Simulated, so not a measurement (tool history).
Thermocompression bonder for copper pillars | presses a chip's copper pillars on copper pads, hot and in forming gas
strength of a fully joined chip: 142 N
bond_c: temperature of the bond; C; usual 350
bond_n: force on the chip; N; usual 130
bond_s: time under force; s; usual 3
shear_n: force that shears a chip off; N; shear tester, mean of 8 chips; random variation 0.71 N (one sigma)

{"run": 1, "hour": 0.0, "bond_c": 350, "bond_n": 130, "bond_s": 3, "shear_n": 73.9}
{"run": 2, "hour": 69.4, "bond_c": 350, "bond_n": 130, "bond_s": 3, "shear_n": 74.2}
{"run": 3, "hour": 140.8, "bond_c": 350, "bond_n": 130, "bond_s": 3, "shear_n": 73.6}
{"run": 4, "hour": 217.2, "bond_c": 350, "bond_n": 130, "bond_s": 2, "shear_n": 63.4}
{"run": 5, "hour": 311.1, "bond_c": 350, "bond_n": 130, "bond_s": 2, "shear_n": 65.6}
{"run": 6, "hour": 384.7, "bond_c": 350, "bond_n": 130, "bond_s": 2, "shear_n": 62.7}
{"hour": 408.6, "done": "forming gas filter changed"}
{"run": 7, "hour": 448.6, "bond_c": 330, "bond_n": 130, "bond_s": 3, "shear_n": 66.1}

Forecast run 8:
{"hour": 512.0, "done": "heater calibrated with a thermocouple chip"}
{"run": 8, "hour": 532.4, "bond_c": 330, "bond_n": 130, "bond_s": 3, "shear_n": "?"}

{"run 8": {"shear_n": 61.7}}
Without the tool's hidden state the same run would have given shear_n 60.4 N.
